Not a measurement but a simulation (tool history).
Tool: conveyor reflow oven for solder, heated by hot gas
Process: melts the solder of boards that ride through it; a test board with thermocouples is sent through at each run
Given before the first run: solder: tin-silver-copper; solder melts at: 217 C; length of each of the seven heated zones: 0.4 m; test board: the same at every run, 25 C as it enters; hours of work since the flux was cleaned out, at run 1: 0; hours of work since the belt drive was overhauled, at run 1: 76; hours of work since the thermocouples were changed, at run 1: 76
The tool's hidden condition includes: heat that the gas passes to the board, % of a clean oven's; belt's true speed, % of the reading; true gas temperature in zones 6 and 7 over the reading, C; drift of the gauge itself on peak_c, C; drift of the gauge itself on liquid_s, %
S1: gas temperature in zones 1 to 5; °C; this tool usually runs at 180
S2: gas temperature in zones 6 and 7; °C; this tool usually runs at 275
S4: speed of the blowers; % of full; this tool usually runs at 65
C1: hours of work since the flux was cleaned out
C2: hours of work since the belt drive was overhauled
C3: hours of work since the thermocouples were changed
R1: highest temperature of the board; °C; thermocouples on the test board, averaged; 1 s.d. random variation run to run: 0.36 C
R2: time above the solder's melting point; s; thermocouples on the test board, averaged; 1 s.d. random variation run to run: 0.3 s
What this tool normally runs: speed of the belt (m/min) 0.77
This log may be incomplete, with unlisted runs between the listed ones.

run 1 hour=0 | S1=180 S2=275 speed_of_the_belt_(m/min)=0.77 S4=65 | C1=0 C2=76 C3=76 | R1=253.4 R2=48.3
run 2 hour=53.4 | S1=180 S2=275 speed_of_the_belt_(m/min)=0.77 S4=65 | C1=34 C2=110 C3=110 | R1=253.6 R2=48.1
run 3 hour=105.6 | S1=180 S2=275 speed_of_the_belt_(m/min)=0.77 S4=65 | C1=66 C2=143 C3=143 | R1=252.7 R2=47.9
run 4 hour=168.8 | S1=180 S2=275 speed_of_the_belt_(m/min)=0.77 S4=65 | C1=106 C2=182 C3=182 | R1=252.3 R2=47.9
run 5 hour=205.1 | S1=180 S2=275 speed_of_the_belt_(m/min)=0.654 S4=65 | C1=129 C2=205 C3=205 | R1=257.8 R2=61
run 6 hour=253.2 | S1=180 S2=275 speed_of_the_belt_(m/min)=0.77 S4=65 | C1=159 C2=235 C3=235 | R1=252.2 R2=46.4
run 7 hour=305 | S1=180 S2=275 speed_of_the_belt_(m/min)=0.77 S4=76 | C1=191 C2=268 C3=268 | R1=254.3 R2=48
run 8 hour=333.8 | S1=180 S2=275 speed_of_the_belt_(m/min)=0.77 S4=76 | C1=209 C2=286 C3=286 | R1=254 R2=48.3
run 9 hour=361 | S1=180 S2=275 speed_of_the_belt_(m/min)=0.77 S4=76 | C1=227 C2=303 C3=303 | R1=254.2 R2=48.2
run 10 hour=421.5 | S1=180 S2=275 speed_of_the_belt_(m/min)=0.77 S4=76 | C1=265 C2=341 C3=341 | R1=253.5 R2=47.7
run 11 hour=486.3 | S1=180 S2=275 speed_of_the_belt_(m/min)=0.77 S4=73 | C1=305 C2=382 C3=382 | R1=251.9 R2=47.3
run 12 hour=531.1 | S1=180 S2=275 speed_of_the_belt_(m/min)=0.77 S4=65 | C1=333 C2=410 C3=410 | R1=250.5 R2=45.5
-- hour=571.8 flux residue cleaned out of gas plates and filters
run 13 hour=597.4 | S1=180 S2=278 speed_of_the_belt_(m/min)=0.77 S4=65 | C1=16 C2=448 C3=448 | R1=251.6 R2=46
run 14 hour=661.7 | S1=175 S2=265 speed_of_the_belt_(m/min)=0.685 S4=80 | C1=56 C2=488 C3=488 | R1=246.7 R2=48.3
run 15 hour=722.2 | S1=190 S2=275 speed_of_the_belt_(m/min)=0.77 S4=65 | C1=94 C2=526 C3=526 | R1=251.3 R2=49.3
run 16 hour=750.2 | S1=190 S2=278 speed_of_the_belt_(m/min)=0.903 S4=63 | C1=112 C2=544 C3=544 | R1=244.9 R2=36.9
-- hour=759.2 flux residue cleaned out of gas plates and filters, once more
-- hour=812.2 thermocouples of zones 6 and 7 changed
run 17 hour=813.9 | S1=189 S2=274 speed_of_the_belt_(m/min)=0.905 S4=77 | C1=33 C2=580 C3=1 | R1=251.3 R2=41.4
run 18 hour=856 | S1=180 S2=276 speed_of_the_belt_(m/min)=0.764 S4=68 | C1=59 C2=606 C3=28 | R1=254.5 R2=49.7
run 19 hour=883.1 | S1=172 S2=276 speed_of_the_belt_(m/min)=0.71 S4=68 | C1=77 C2=623 C3=45 | R1=255.9 R2=52.1
run 20 hour=921.6 | S1=172 S2=276 speed_of_the_belt_(m/min)=0.673 S4=88 | C1=101 C2=647 C3=69 | R1=260.7 R2=58
run 21 hour=971.2 | S1=195 S2=277 speed_of_the_belt_(m/min)=0.77 S4=65 | C1=132 C2=678 C3=100 | R1=257.9 R2=55.6
run 22 hour=1036.7 | S1=180 S2=275 speed_of_the_belt_(m/min)=0.77 S4=51 | C1=173 C2=719 C3=141 | R1=247.7 R2=43.9
run 23 hour=1072.7 | S1=194 S2=277 speed_of_the_belt_(m/min)=0.77 S4=76 | C1=195 C2=742 C3=163 | R1=258.3 R2=56.7
run 24 hour=1109.6 | S1=188 S2=272 speed_of_the_belt_(m/min)=0.77 S4=86 | C1=219 C2=765 C3=187 | R1=254.3 R2=52.1
run 25 hour=1166.1 | S1=177 S2=275 speed_of_the_belt_(m/min)=0.77 S4=65 | C1=254 C2=801 C3=222 | R1=250.4 R2=44.6
run 26 hour=1214.2 | S1=177 S2=275 speed_of_the_belt_(m/min)=0.77 S4=65 | C1=284 C2=831 C3=252 | R1=249.9 R2=44.9

What if the next run were any one of these 5? Each begins from the tool's condition after run 26:
run A hour=1259.5 | S1=173 S2=275 speed_of_the_belt_(m/min)=0.77 S4=57 | C1=313 C2=859 C3=281 | R1=? R2=?
run B hour=1259.5 | S1=177 S2=275 speed_of_the_belt_(m/min)=0.645 S4=71 | C1=313 C2=859 C3=281 | R1=? R2=?
run C hour=1259.5 | S1=177 S2=275 speed_of_the_belt_(m/min)=0.77 S4=82 | C1=313 C2=859 C3=281 | R1=? R2=?
run D hour=1259.5 | S1=194 S2=272 speed_of_the_belt_(m/min)=0.77 S4=52 | C1=313 C2=859 C3=281 | R1=? R2=?
run E hour=1259.5 | S1=178 S2=275 speed_of_the_belt_(m/min)=0.77 S4=65 | C1=313 C2=859 C3=281 | R1=? R2=?

run=A R1=247.3 R2=40.5
run=B R1=257.8 R2=60.2
run=C R1=253.3 R2=47.7
run=D R1=248.8 R2=49.5
run=E R1=250 R2=45.3
Stripped of hidden state, with their random variation kept, the same runs would have yielded:
run=A R1=250.8 R2=43.3
run=B R1=260.6 R2=61.9
run=C R1=256.9 R2=50
run=D R1=251.5 R2=51.7
run=E R1=253.5 R2=47.8
